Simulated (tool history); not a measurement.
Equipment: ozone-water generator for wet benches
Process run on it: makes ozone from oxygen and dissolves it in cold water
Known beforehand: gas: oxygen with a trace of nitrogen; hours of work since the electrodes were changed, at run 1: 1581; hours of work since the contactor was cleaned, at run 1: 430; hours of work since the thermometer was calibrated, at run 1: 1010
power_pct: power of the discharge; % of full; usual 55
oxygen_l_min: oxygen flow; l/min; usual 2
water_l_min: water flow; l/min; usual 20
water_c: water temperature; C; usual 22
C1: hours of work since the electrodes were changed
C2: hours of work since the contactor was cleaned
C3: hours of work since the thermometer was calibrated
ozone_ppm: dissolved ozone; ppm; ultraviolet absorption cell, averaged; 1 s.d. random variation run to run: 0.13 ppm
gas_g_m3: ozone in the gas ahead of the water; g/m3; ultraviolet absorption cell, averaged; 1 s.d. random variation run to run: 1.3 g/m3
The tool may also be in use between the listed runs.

{"run": 1, "hour": 0.0, "power_pct": 55, "oxygen_l_min": 2, "water_l_min": 20, "water_c": 22, "C1": 1581, "C2": 430, "C3": 1010, "ozone_ppm": 14.4, "gas_g_m3": 235.6}
{"run": 2, "hour": 26.0, "power_pct": 55, "oxygen_l_min": 2, "water_l_min": 20, "water_c": 23, "C1": 1603, "C2": 451, "C3": 1032, "ozone_ppm": 14.1, "gas_g_m3": 238.4}
{"run": 3, "hour": 48.2, "power_pct": 55, "oxygen_l_min": 2, "water_l_min": 14, "water_c": 22, "C1": 1621, "C2": 469, "C3": 1050, "ozone_ppm": 19.8, "gas_g_m3": 239.5}
{"run": 4, "hour": 91.0, "power_pct": 55, "oxygen_l_min": 2, "water_l_min": 14, "water_c": 22, "C1": 1656, "C2": 505, "C3": 1085, "ozone_ppm": 19.9, "gas_g_m3": 239.5}
{"run": 5, "hour": 113.2, "power_pct": 55, "oxygen_l_min": 2, "water_l_min": 15, "water_c": 22, "C1": 1675, "C2": 523, "C3": 1103, "ozone_ppm": 18.7, "gas_g_m3": 238.5}
{"run": 6, "hour": 146.8, "power_pct": 55, "oxygen_l_min": 2, "water_l_min": 13, "water_c": 22, "C1": 1702, "C2": 550, "C3": 1131, "ozone_ppm": 21.2, "gas_g_m3": 238.8}
{"run": 7, "hour": 174.7, "power_pct": 55, "oxygen_l_min": 2, "water_l_min": 13, "water_c": 22, "C1": 1725, "C2": 573, "C3": 1154, "ozone_ppm": 21, "gas_g_m3": 238.2}
{"run": 8, "hour": 214.7, "power_pct": 55, "oxygen_l_min": 2, "water_l_min": 13, "water_c": 22, "C1": 1758, "C2": 606, "C3": 1187, "ozone_ppm": 20.9, "gas_g_m3": 238.3}
{"run": 9, "hour": 256.1, "power_pct": 55, "oxygen_l_min": 2, "water_l_min": 13, "water_c": 22, "C1": 1792, "C2": 640, "C3": 1221, "ozone_ppm": 21.1, "gas_g_m3": 238.3}
{"run": 10, "hour": 300.9, "power_pct": 55, "oxygen_l_min": 2, "water_l_min": 20, "water_c": 22, "C1": 1829, "C2": 677, "C3": 1258, "ozone_ppm": 14.4, "gas_g_m3": 239.2}
{"run": 11, "hour": 342.2, "power_pct": 55, "oxygen_l_min": 2, "water_l_min": 20, "water_c": 22, "C1": 1863, "C2": 711, "C3": 1292, "ozone_ppm": 14.4, "gas_g_m3": 237.9}
{"run": 12, "hour": 377.4, "power_pct": 55, "oxygen_l_min": 2, "water_l_min": 20, "water_c": 22, "C1": 1892, "C2": 740, "C3": 1321, "ozone_ppm": 14.4, "gas_g_m3": 239.1}
{"run": 13, "hour": 408.5, "power_pct": 55, "oxygen_l_min": 2, "water_l_min": 20, "water_c": 22, "C1": 1917, "C2": 766, "C3": 1346, "ozone_ppm": 14.7, "gas_g_m3": 238.5}
{"run": 14, "hour": 453.8, "power_pct": 55, "oxygen_l_min": 2, "water_l_min": 20, "water_c": 22, "C1": 1955, "C2": 803, "C3": 1383, "ozone_ppm": 14.6, "gas_g_m3": 238.6}
{"run": 15, "hour": 498.5, "power_pct": 55, "oxygen_l_min": 2, "water_l_min": 30, "water_c": 22, "C1": 1991, "C2": 840, "C3": 1420, "ozone_ppm": 9.8, "gas_g_m3": 240.9}
{"run": 16, "hour": 527.7, "power_pct": 55, "oxygen_l_min": 2, "water_l_min": 30, "water_c": 22, "C1": 2015, "C2": 864, "C3": 1444, "ozone_ppm": 9.5, "gas_g_m3": 237.5}

Run 17 is up next; what results do you expect?
{"run": 17, "hour": 563.1, "power_pct": 69, "oxygen_l_min": 2, "water_l_min": 20, "water_c": 22, "C1": 2044, "C2": 893, "C3": 1473, "ozone_ppm": "?", "gas_g_m3": "?"}

ozone_ppm: 16.4 ppm
gas_g_m3: 271.7 g/m3
With no hidden state in the tool, this same run would have given ozone_ppm 16.5 ppm, gas_g_m3 271.9 g/m3.

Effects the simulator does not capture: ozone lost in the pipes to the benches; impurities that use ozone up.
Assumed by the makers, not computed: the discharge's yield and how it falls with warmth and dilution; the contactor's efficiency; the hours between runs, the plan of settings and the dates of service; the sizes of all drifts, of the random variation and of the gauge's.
